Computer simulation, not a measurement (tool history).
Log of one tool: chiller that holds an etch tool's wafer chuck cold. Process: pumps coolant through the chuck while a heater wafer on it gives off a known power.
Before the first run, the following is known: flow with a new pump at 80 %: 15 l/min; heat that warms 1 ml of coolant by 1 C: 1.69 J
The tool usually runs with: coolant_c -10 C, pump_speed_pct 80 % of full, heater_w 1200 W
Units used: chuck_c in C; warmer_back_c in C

Run 1, hour 0: usual settings. Result: chuck_c 4.4 C, warmer_back_c 2.957 C.
Run 2, hour 93.3: usual settings. Result: chuck_c 4.6 C, warmer_back_c 2.955 C.
Run 3, hour 146.9: usual settings. Result: chuck_c 4.6 C, warmer_back_c 2.945 C.
At hour 157.5: coolant changed, channels flushed.
Run 4, hour 195: usual settings. Result: chuck_c 2.3 C, warmer_back_c 2.953 C.
Run 5, hour 246.1: usual settings. Result: chuck_c 2.4 C, warmer_back_c 2.955 C.
Run 6, hour 293.9: usual settings. Result: chuck_c 2.4 C, warmer_back_c 2.961 C.
Run 7, hour 361.4: usual settings. Result: chuck_c 2.5 C, warmer_back_c 2.959 C.
Run 8, hour 447.2: usual settings. Result: chuck_c 2.5 C, warmer_back_c 2.953 C.
Run 9, hour 495: usual settings. Result: chuck_c 2.4 C, warmer_back_c 2.958 C.
Run 10, hour 556.4: usual settings but pump_speed_pct 91 % of full. Result: chuck_c 1.7 C, warmer_back_c 2.592 C.
Run 11, hour 633.9: usual settings but coolant_c -11 C. Result: chuck_c 1.7 C, warmer_back_c 2.956 C.
Run 12, hour 692.8: usual settings but coolant_c -11 C. Result: chuck_c 1.6 C, warmer_back_c 2.956 C.
Run 13, hour 751.7: usual settings but coolant_c -11 C. Result: chuck_c 1.6 C, warmer_back_c 2.944 C.
Run 14, hour 812.9: usual settings but coolant_c -11 C, pump_speed_pct 93 % of full, heater_w 799 W. Result: chuck_c -3 C, warmer_back_c 1.715 C.
At hour 823.7: coolant pump overhauled.
Run 15, hour 913.6: usual settings but coolant_c -16 C, pump_speed_pct 62 % of full, heater_w 608 W. Result: chuck_c -8.5 C, warmer_back_c 1.933 C.
Run 16, hour 992.8: usual settings but coolant_c -16 C, pump_speed_pct 62 % of full, heater_w 608 W. Result: chuck_c -8.4 C, warmer_back_c 1.948 C.
Run 17, hour 1075.5: usual settings but coolant_c -16 C, pump_speed_pct 62 % of full, heater_w 608 W. Result: chuck_c -8.5 C, warmer_back_c 1.948 C.
At hour 1114.3: coolant pump overhauled, once more.
Run 18, hour 1137.1: usual settings but coolant_c -7 C, pump_speed_pct 73 % of full, heater_w 608 W. Result: chuck_c -0.3 C, warmer_back_c 1.575 C.
Run 19, hour 1194.3: usual settings but coolant_c -4 C, pump_speed_pct 61 % of full, heater_w 608 W. Result: chuck_c 3.6 C, warmer_back_c 1.852 C.
Run 20, hour 1271.5: usual settings but coolant_c -4 C, pump_speed_pct 61 % of full, heater_w 608 W. Result: chuck_c 3.5 C, warmer_back_c 1.852 C.
Run 21, hour 1317.7: usual settings but coolant_c -16 C, pump_speed_pct 88 % of full, heater_w 896 W. Result: chuck_c -7 C, warmer_back_c 1.901 C.
Run 22, hour 1405.2: usual settings but coolant_c -16 C, pump_speed_pct 88 % of full, heater_w 896 W. Result: chuck_c -7 C, warmer_back_c 1.921 C.
Run 23, hour 1475.9: usual settings but coolant_c -16 C, pump_speed_pct 88 % of full, heater_w 896 W. Result: chuck_c -7 C, warmer_back_c 1.9 C.
Run 24, hour 1529.9: usual settings but coolant_c -3 C, pump_speed_pct 88 % of full, heater_w 1723 W. Result: chuck_c 14.2 C, warmer_back_c 3.678 C.
Run 25, hour 1595.7: usual settings but coolant_c -1 C, pump_speed_pct 64 % of full, heater_w 1776 W. Result: chuck_c 20.3 C, warmer_back_c 5.197 C.

Predict the results of run 26:
Run 26, hour 1682.9: usual settings but coolant_c -12 C, pump_speed_pct 76 % of full, heater_w 857 W. Result: chuck_c ?, warmer_back_c ?.

chuck_c: -2.5 C
warmer_back_c: 2.124 C
With the hidden condition absent and the run-to-run variation left alone, this run would have shown chuck_c -3.2 C, warmer_back_c 2.134 C.

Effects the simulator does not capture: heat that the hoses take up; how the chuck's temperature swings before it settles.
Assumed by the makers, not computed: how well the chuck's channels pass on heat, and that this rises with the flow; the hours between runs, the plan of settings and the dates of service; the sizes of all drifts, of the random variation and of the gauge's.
